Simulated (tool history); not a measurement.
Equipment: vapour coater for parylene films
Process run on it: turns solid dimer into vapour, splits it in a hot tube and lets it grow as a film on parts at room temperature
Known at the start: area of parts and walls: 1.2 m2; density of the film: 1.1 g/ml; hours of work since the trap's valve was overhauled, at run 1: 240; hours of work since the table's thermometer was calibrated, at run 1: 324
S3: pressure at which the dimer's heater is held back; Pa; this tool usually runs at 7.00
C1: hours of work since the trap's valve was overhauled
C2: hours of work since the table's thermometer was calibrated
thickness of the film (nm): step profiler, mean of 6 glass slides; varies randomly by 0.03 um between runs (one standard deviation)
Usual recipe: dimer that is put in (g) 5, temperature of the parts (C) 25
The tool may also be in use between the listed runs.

Run 1, hour 0.0: usual settings; C1 240; C2 324. Result: thickness of the film (nm) 2710.
Run 2, hour 19.0: usual settings; C1 254; C2 338. Result: thickness of the film (nm) 2630.
Run 3, hour 37.0: usual settings; C1 268; C2 352. Result: thickness of the film (nm) 2620.
Run 4, hour 65.2: usual settings; C1 289; C2 373. Result: thickness of the film (nm) 2620.
Run 5, hour 85.3: usual settings; C1 304; C2 388. Result: thickness of the film (nm) 2560.
Run 6, hour 106.9: usual settings; C1 320; C2 404. Result: thickness of the film (nm) 2560.
Run 7, hour 126.1: usual settings; C1 335; C2 419. Result: thickness of the film (nm) 2610.
Run 8, hour 164.8: usual settings; C1 364; C2 448. Result: thickness of the film (nm) 2510.
Run 9, hour 183.4: usual settings but temperature of the parts (C) 22; C1 378; C2 462. Result: thickness of the film (nm) 2800.
At hour 210.4: trap's valve overhauled.
Run 10, hour 219.3: usual settings but dimer that is put in (g) 3; C1 7; C2 486. Result: thickness of the film (nm) 1700.
Run 11, hour 241.6: usual settings but dimer that is put in (g) 3; C1 23; C2 503. Result: thickness of the film (nm) 1750.
Run 12, hour 271.8: usual settings but dimer that is put in (g) 3; C1 46; C2 526. Result: thickness of the film (nm) 1710.
Run 13, hour 291.7: usual settings but dimer that is put in (g) 4, temperature of the parts (C) 18; C1 61; C2 541. Result: thickness of the film (nm) 2900.
Run 14, hour 307.9: usual settings but dimer that is put in (g) 4, temperature of the parts (C) 18; C1 74; C2 553. Result: thickness of the film (nm) 2860.
Run 15, hour 334.5: usual settings but dimer that is put in (g) 8, temperature of the parts (C) 18; C1 94; C2 573. Result: thickness of the film (nm) 5620.
Run 16, hour 350.8: usual settings but dimer that is put in (g) 8, temperature of the parts (C) 18; C1 106; C2 585. Result: thickness of the film (nm) 5730.
Run 17, hour 372.9: usual settings but dimer that is put in (g) 8, temperature of the parts (C) 18; C1 123; C2 602. Result: thickness of the film (nm) 5660.
Run 18, hour 390.6: usual settings but dimer that is put in (g) 8, temperature of the parts (C) 18; C1 136; C2 615. Result: thickness of the film (nm) 5560.
Run 19, hour 421.0: usual settings but dimer that is put in (g) 8, temperature of the parts (C) 18; C1 159; C2 638. Result: thickness of the film (nm) 5550.
Run 20, hour 446.1: usual settings but dimer that is put in (g) 8, temperature of the parts (C) 18; C1 178; C2 657. Result: thickness of the film (nm) 5500.
Run 21, hour 479.9: usual settings but S3 2.00 Pa; C1 203; C2 683. Result: thickness of the film (nm) 3280.
Run 22, hour 513.2: usual settings but S3 2.00 Pa; C1 228; C2 708. Result: thickness of the film (nm) 3310.
Run 23, hour 535.6: usual settings but S3 2.08 Pa; C1 245; C2 725. Result: thickness of the film (nm) 3210.

Branching from run 23: 4 alternative next runs. What would each branch give?
Run A, hour 561.1: usual settings but dimer that is put in (g) 2; C1 265; C2 744. Result: thickness of the film (nm) ?.
Run B, hour 561.1: usual settings but dimer that is put in (g) 9, temperature of the parts (C) 19, S3 7.06 Pa; C1 265; C2 744. Result: thickness of the film (nm) ?.
Run C, hour 561.1: usual settings but dimer that is put in (g) 4, S3 2.08 Pa; C1 265; C2 744. Result: thickness of the film (nm) ?.
Run D, hour 561.1: usual settings but S3 5.49 Pa; C1 265; C2 744. Result: thickness of the film (nm) ?.

run  thickness of the film (nm)
  A                        1080
  B                        5940
  C                        2570
  D                        2780
What these runs would have given with no unlogged condition in the tool:
run  thickness of the film (nm)
  A                        1160
  B                        6540
  C                        2780
  D                        2990
